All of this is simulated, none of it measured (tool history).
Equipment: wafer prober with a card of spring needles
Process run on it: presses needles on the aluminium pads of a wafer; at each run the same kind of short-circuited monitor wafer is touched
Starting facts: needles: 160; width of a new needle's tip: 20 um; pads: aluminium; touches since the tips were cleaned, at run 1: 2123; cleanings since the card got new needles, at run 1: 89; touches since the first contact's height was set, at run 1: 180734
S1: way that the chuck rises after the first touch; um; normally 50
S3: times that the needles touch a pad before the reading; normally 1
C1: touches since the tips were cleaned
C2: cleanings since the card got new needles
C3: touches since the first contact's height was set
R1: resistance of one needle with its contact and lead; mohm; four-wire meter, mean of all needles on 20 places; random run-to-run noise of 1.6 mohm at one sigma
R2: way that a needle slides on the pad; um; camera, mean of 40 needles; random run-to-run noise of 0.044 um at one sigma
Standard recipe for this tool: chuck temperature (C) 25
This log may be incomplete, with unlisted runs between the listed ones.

Run 1, day 0.000: usual settings; C1 2123; C2 89; C3 180734. Result: R1 161 mohm, R2 8.56 um.
At day 0.500: tips cleaned on abrasive film.
At day 1.712: tips cleaned on abrasive film.
At day 2.783: tips cleaned on abrasive film.
Run 2, day 3.521: usual settings but chuck temperature (C) 89; C1 2915; C2 92; C3 194644. Result: R1 178 mohm, R2 8.70 um.
At day 3.954: tips cleaned on abrasive film.
At day 4.954: tips cleaned on abrasive film.
At day 6.133: tips cleaned on abrasive film.
Run 3, day 6.471: usual settings but chuck temperature (C) 41; C1 1330; C2 95; C3 206298. Result: R1 168 mohm, R2 8.61 um.
At day 7.350: tips cleaned on abrasive film.
At day 8.546: tips cleaned on abrasive film.
At day 9.654: tips cleaned on abrasive film.
Run 4, day 10.258: usual settings but chuck temperature (C) 86; C1 2402; C2 98; C3 221275. Result: R1 176 mohm, R2 8.70 um.
At day 10.762: tips cleaned on abrasive film.
At day 11.983: tips cleaned on abrasive film.
Run 5, day 12.704: usual settings; C1 2865; C2 100; C3 230940. Result: R1 165 mohm, R2 8.62 um.
At day 13.158: tips cleaned on abrasive film.
At day 14.296: tips cleaned on abrasive film.
At day 15.483: tips cleaned on abrasive film.
Run 6, day 15.575: usual settings; C1 355; C2 103; C3 242270. Result: R1 161 mohm, R2 8.65 um.
At day 16.571: tips cleaned on abrasive film.
At day 16.833: height of the first contact set anew.
At day 17.583: tips cleaned on abrasive film.
At day 18.725: tips cleaned on abrasive film.
Run 7, day 18.933: usual settings; C1 820; C2 106; C3 8286. Result: R1 164 mohm, R2 8.61 um.
At day 19.867: tips cleaned on abrasive film.
At day 20.983: tips cleaned on abrasive film.
Run 8, day 20.983: usual settings; C1 0; C2 108; C3 16390. Result: R1 163 mohm, R2 8.72 um.
At day 22.162: tips cleaned on abrasive film.
At day 23.179: tips cleaned on abrasive film.
Run 9, day 23.179: usual settings; C1 0; C2 110; C3 25068. Result: R1 163 mohm, R2 8.63 um.
At day 24.179: tips cleaned on abrasive film.
At day 25.217: tips cleaned on abrasive film.
Run 10, day 25.217: usual settings but S1 65 um; C1 0; C2 112; C3 33121. Result: R1 157 mohm, R2 11.32 um.
At day 26.462: tips cleaned on abrasive film.
Run 11, day 27.083: usual settings; C1 2464; C2 113; C3 40503. Result: R1 159 mohm, R2 8.75 um.
At day 27.554: tips cleaned on abrasive film.
At day 28.612: tips cleaned on abrasive film.
At day 29.783: tips cleaned on abrasive film.
At day 30.896: tips cleaned on abrasive film.
Run 12, day 31.021: usual settings; C1 493; C2 117; C3 56056. Result: R1 163 mohm, R2 8.64 um.
At day 32.000: tips cleaned on abrasive film.
At day 33.238: tips cleaned on abrasive film.
Run 13, day 33.808: usual settings; C1 2269; C2 119; C3 67083. Result: R1 165 mohm, R2 8.75 um.
At day 34.312: tips cleaned on abrasive film.
At day 35.312: tips cleaned on abrasive film.
Run 14, day 35.892: usual settings but chuck temperature (C) 30; C1 2307; C2 121; C3 75313. Result: R1 165 mohm, R2 8.70 um.
At day 36.517: tips cleaned on abrasive film.
At day 37.767: tips cleaned on abrasive film.
At day 38.933: tips cleaned on abrasive film.
Run 15, day 38.933: usual settings but chuck temperature (C) 30; C1 0; C2 124; C3 87319. Result: R1 165 mohm, R2 8.74 um.

Forecast run 16:
At day 40.079: tips cleaned on abrasive film.
At day 41.329: tips cleaned on abrasive film.
Run 16, day 41.762: usual settings but chuck temperature (C) 50, S3 2; C1 1716; C2 126; C3 98506. Result: R1 ?, R2 ?.

R1: 170 mohm
R2: 8.80 um
On a tool with no hidden condition, and with the same random variation, this run would have come out at R1 170 mohm, R2 8.71 um.

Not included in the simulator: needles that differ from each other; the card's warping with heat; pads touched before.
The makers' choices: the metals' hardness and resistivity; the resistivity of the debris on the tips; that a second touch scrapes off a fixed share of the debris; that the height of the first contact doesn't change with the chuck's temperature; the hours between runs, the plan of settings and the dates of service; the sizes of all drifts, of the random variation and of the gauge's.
